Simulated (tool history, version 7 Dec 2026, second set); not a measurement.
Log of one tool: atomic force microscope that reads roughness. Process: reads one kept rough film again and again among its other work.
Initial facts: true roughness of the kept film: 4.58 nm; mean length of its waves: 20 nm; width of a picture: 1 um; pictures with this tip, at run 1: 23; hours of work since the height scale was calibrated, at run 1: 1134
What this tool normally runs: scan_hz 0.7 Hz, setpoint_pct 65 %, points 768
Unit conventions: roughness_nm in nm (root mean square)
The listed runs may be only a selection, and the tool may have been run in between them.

run    hour  scan_hz  setpoint_pct  points  pictures with this tip  hours of work since the height scale was calibrated  roughness_nm
  1       0      0.7            65     768                      23                                                 1134          3.42
  2    50.4      0.7            65     768                     135                                                 1172         2.926
  3    77.7      0.7            65     768                     196                                                 1193         2.711
  4   127.2      0.7            65     768                     307                                                 1231         2.373
      131.8  -- new tip fitted
  5   185.3      0.7            65     768                     120                                                 1274          2.98
  6   236.5      0.7            65     726                     234                                                 1313         2.607
  7   266.2      0.7            65     768                     301                                                 1335         2.419
      276.2  -- new tip fitted
  8   302.1      0.7            65     768                      58                                                 1362         3.221
  9   329.3      0.7            65     768                     118                                                 1383         2.969
 10   385.2      0.7            65     768                     243                                                 1425         2.545
      419.7  -- new tip fitted
 11   437.2      0.7            65     768                      39                                                 1464         3.379
 12   481.3      0.7            65     768                     138                                                 1497         2.958
 13   505.7      0.7            65     333                     192                                                 1516         2.711
      561.6  -- new tip fitted
 14   562.4      0.7            65     333                       2                                                 1558         3.428
 15   591.6      0.7            65     333                      67                                                 1580         3.106
 16   615.7      0.7            65     333                     121                                                 1598         2.914
 17   643.1      0.7            65     768                     182                                                 1619         2.751
 18   691.6      0.7            71     768                     291                                                 1656         2.387
      704.9  -- new tip fitted
 19   737.3      0.7            65     300                      73                                                 1690         3.072
 20   767.9      0.7            65     768                     141                                                 1713         2.892
 21     819      0.7            65     768                     255                                                 1752         2.552
      825.4  -- height scale calibrated on a step standard
      851.9  -- new tip fitted
 22   853.9    0.637            65     768                       5                                                   21         3.446
 23     901    0.637            65     768                     110                                                   57         2.968
      904.8  -- height scale calibrated on a step standard, once more
 24   934.3    0.637            65     768                     182                                                   22         2.816
 25   989.8    0.637            65     768                     306                                                   64         2.432
      995.3  -- new tip fitted
 26    1041      0.7            65     768                     103                                                  103         3.089
 27  1064.9      0.7            65     768                     156                                                  121         2.892
 28  1097.2    2.146            87     827                     228                                                  145          2.08
 29  1134.8    2.146            87     827                     312                                                  174         1.879
     1139.2  -- new tip fitted
 30  1175.8    2.146            73     577                      82                                                  204         2.798
 31  1205.6    2.103            57     264                     148                                                  227         2.739
 32  1230.3    0.515            77     891                     203                                                  245         2.666
 33  1273.1    0.585            55     341                     299                                                  278         2.405
     1282.4  -- new tip fitted
 34  1309.3    0.585            55     341                      60                                                  305         3.264
 35  1352.7      0.7            70     565                     157                                                  338         2.779
 36  1409.4      0.7            82     293                     283                                                  380         2.291
     1427.4  -- new tip fitted
 37  1437.2      0.7            82     293                      22                                                  401         3.236
 38  1471.3      0.7            82     293                      99                                                  427         2.903
 39  1525.9      0.7            74     990                     221                                                  468         2.626
     1570.8  -- new tip fitted
 40  1575.5    0.967            73     531                      10                                                  505         3.347
 41  1620.6    3.958            65     768                     111                                                  539         2.658
 42  1652.4    1.521            65     768                     182                                                  563         2.665
 43  1697.7    0.558            63     652                     283                                                  598         2.493
     1713.4  -- new tip fitted
 44  1740.6      0.7            65     768                      61                                                  630         3.281
 45  1794.6    3.445            84     497                     182                                                  671          1.96
 46  1845.9    3.445            84     497                     296                                                  709           1.7
     1856.8  -- new tip fitted
 47    1885    1.062            84     621                      63                                                  739         2.967
 48  1936.6    1.062            72     266                     178                                                  778         2.581
 49    1986    0.835            65     768                     288                                                  815         2.409
       2001  -- new tip fitted
 50  2032.7    0.835            84     874                      70                                                  850         3.022
 51  2065.7    0.963            87     426                     144                                                  875         2.635

Some steps in roughness_nm between neighbouring runs. How much of each would the tool show without its hidden state too (settings, what came in, random variation), and how much is left for the hidden state, with any gauge scatter that isn't in both results?
The hidden state here: radius of the tip, nm; height scale over the true one, %; drift of the gauge itself on roughness_nm, %.
Run 7 -> 8: new tip fitted. roughness_nm +0.802 nm (root mean square): hidden state +0.825, all else -0.023.
Run 21 -> 22: scan_hz 0.7 -> 0.637, height scale calibrated on a step standard, new tip fitted. roughness_nm +0.894 nm (root mean square): hidden state +0.884, all else +0.01.
Run 36 -> 37: new tip fitted. roughness_nm +0.945 nm (root mean square): hidden state +0.926, all else +0.019.
Run 44 -> 45: scan_hz 0.7 -> 3.445, setpoint_pct 65 -> 84, points 768 -> 497. roughness_nm -1.321 nm (root mean square): hidden state -0.276, all else -1.045.
Run 46 -> 47: scan_hz 3.445 -> 1.062, points 497 -> 621, new tip fitted. roughness_nm +1.267 nm (root mean square): hidden state +0.539, all else +0.728.

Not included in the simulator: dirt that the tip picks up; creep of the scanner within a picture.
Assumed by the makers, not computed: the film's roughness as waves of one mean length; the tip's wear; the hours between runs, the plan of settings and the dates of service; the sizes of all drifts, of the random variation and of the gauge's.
